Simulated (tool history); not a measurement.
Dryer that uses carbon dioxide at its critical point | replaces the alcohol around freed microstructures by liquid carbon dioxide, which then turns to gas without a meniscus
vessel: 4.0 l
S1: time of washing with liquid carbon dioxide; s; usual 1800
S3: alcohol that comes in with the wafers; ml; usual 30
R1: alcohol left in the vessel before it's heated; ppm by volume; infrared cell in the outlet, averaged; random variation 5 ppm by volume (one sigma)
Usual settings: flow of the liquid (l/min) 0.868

run 1 hour=0.0 | S1=1800 flow_of_the_liquid_(l/min)=0.868 S3=30 | R1=48
run 2 hour=21.4 | S1=1800 flow_of_the_liquid_(l/min)=0.868 S3=30 | R1=66
run 3 hour=35.4 | S1=1800 flow_of_the_liquid_(l/min)=0.868 S3=30 | R1=55
run 4 hour=47.1 | S1=1800 flow_of_the_liquid_(l/min)=0.868 S3=33 | R1=63
run 5 hour=65.9 | S1=1800 flow_of_the_liquid_(l/min)=0.868 S3=33 | R1=66
run 6 hour=76.5 | S1=1800 flow_of_the_liquid_(l/min)=0.868 S3=30 | R1=60
run 7 hour=92.5 | S1=1560 flow_of_the_liquid_(l/min)=0.868 S3=30 | R1=87
run 8 hour=102.6 | S1=1800 flow_of_the_liquid_(l/min)=0.868 S3=21 | R1=62
run 9 hour=118.1 | S1=1800 flow_of_the_liquid_(l/min)=0.868 S3=30 | R1=67
run 10 hour=132.0 | S1=1800 flow_of_the_liquid_(l/min)=0.868 S3=29 | R1=69
run 11 hour=149.5 | S1=1800 flow_of_the_liquid_(l/min)=0.868 S3=29 | R1=78
run 12 hour=170.7 | S1=1800 flow_of_the_liquid_(l/min)=0.868 S3=30 | R1=74
run 13 hour=184.6 | S1=1800 flow_of_the_liquid_(l/min)=0.868 S3=30 | R1=74
run 14 hour=199.1 | S1=1800 flow_of_the_liquid_(l/min)=0.868 S3=30 | R1=77
run 15 hour=220.2 | S1=1800 flow_of_the_liquid_(l/min)=0.868 S3=26 | R1=84
run 16 hour=238.1 | S1=1800 flow_of_the_liquid_(l/min)=0.868 S3=26 | R1=79
run 17 hour=251.9 | S1=1800 flow_of_the_liquid_(l/min)=0.868 S3=26 | R1=84
run 18 hour=272.2 | S1=1800 flow_of_the_liquid_(l/min)=0.868 S3=43 | R1=96
run 19 hour=288.3 | S1=1800 flow_of_the_liquid_(l/min)=0.868 S3=43 | R1=102
run 20 hour=301.5 | S1=1800 flow_of_the_liquid_(l/min)=0.868 S3=21 | R1=87
run 21 hour=316.9 | S1=1800 flow_of_the_liquid_(l/min)=0.868 S3=21 | R1=89
run 22 hour=338.7 | S1=1800 flow_of_the_liquid_(l/min)=0.868 S3=21 | R1=85
run 23 hour=354.6 | S1=2460 flow_of_the_liquid_(l/min)=0.868 S3=30 | R1=78
run 24 hour=368.7 | S1=1800 flow_of_the_liquid_(l/min)=0.868 S3=60 | R1=137
run 25 hour=390.6 | S1=2280 flow_of_the_liquid_(l/min)=0.868 S3=76 | R1=91
run 26 hour=405.0 | S1=2460 flow_of_the_liquid_(l/min)=0.635 S3=23 | R1=102
run 27 hour=421.4 | S1=1140 flow_of_the_liquid_(l/min)=0.635 S3=66 | R1=1558
-- hour=424.4 inlet filter changed
run 28 hour=443.8 | S1=1980 flow_of_the_liquid_(l/min)=1.244 S3=59 | R1=75
run 29 hour=464.2 | S1=1860 flow_of_the_liquid_(l/min)=0.868 S3=26 | R1=87
run 30 hour=477.0 | S1=1800 flow_of_the_liquid_(l/min)=1.373 S3=28 | R1=82
run 31 hour=492.5 | S1=1800 flow_of_the_liquid_(l/min)=1.373 S3=54 | R1=79
run 32 hour=506.4 | S1=1800 flow_of_the_liquid_(l/min)=1.373 S3=54 | R1=75
run 33 hour=523.9 | S1=1800 flow_of_the_liquid_(l/min)=1.373 S3=54 | R1=80
run 34 hour=545.0 | S1=2040 flow_of_the_liquid_(l/min)=0.796 S3=56 | R1=110
run 35 hour=567.6 | S1=2040 flow_of_the_liquid_(l/min)=0.796 S3=56 | R1=110
run 36 hour=580.2 | S1=2040 flow_of_the_liquid_(l/min)=0.796 S3=56 | R1=115
run 37 hour=600.0 | S1=1860 flow_of_the_liquid_(l/min)=0.686 S3=27 | R1=135
run 38 hour=617.0 | S1=1620 flow_of_the_liquid_(l/min)=1.227 S3=104 | R1=101
run 39 hour=629.6 | S1=1860 flow_of_the_liquid_(l/min)=0.868 S3=45 | R1=112
run 40 hour=643.3 | S1=1860 flow_of_the_liquid_(l/min)=0.868 S3=45 | R1=117
run 41 hour=659.1 | S1=1860 flow_of_the_liquid_(l/min)=0.868 S3=45 | R1=120
run 42 hour=680.9 | S1=2340 flow_of_the_liquid_(l/min)=0.868 S3=115 | R1=113
run 43 hour=701.1 | S1=2340 flow_of_the_liquid_(l/min)=0.868 S3=115 | R1=115
run 44 hour=710.5 | S1=2340 flow_of_the_liquid_(l/min)=0.868 S3=115 | R1=119
run 45 hour=721.3 | S1=2340 flow_of_the_liquid_(l/min)=0.868 S3=115 | R1=109
run 46 hour=744.2 | S1=2100 flow_of_the_liquid_(l/min)=0.868 S3=115 | R1=154
run 47 hour=754.5 | S1=1800 flow_of_the_liquid_(l/min)=0.535 S3=30 | R1=365
run 48 hour=768.4 | S1=1980 flow_of_the_liquid_(l/min)=0.942 S3=104 | R1=130

Forecast each of these 3 alternatives for the next run:
run A hour=786.4 | S1=1980 flow_of_the_liquid_(l/min)=0.835 S3=104 | R1=?
run B hour=786.4 | S1=1800 flow_of_the_liquid_(l/min)=1.133 S3=30 | R1=?
run C hour=786.4 | S1=1800 flow_of_the_liquid_(l/min)=0.651 S3=34 | R1=?

run=A R1=190
run=B R1=105
run=C R1=255
Without the tool's hidden state the same runs would have given:
run=A R1=41
run=B R1=7
run=C R1=89

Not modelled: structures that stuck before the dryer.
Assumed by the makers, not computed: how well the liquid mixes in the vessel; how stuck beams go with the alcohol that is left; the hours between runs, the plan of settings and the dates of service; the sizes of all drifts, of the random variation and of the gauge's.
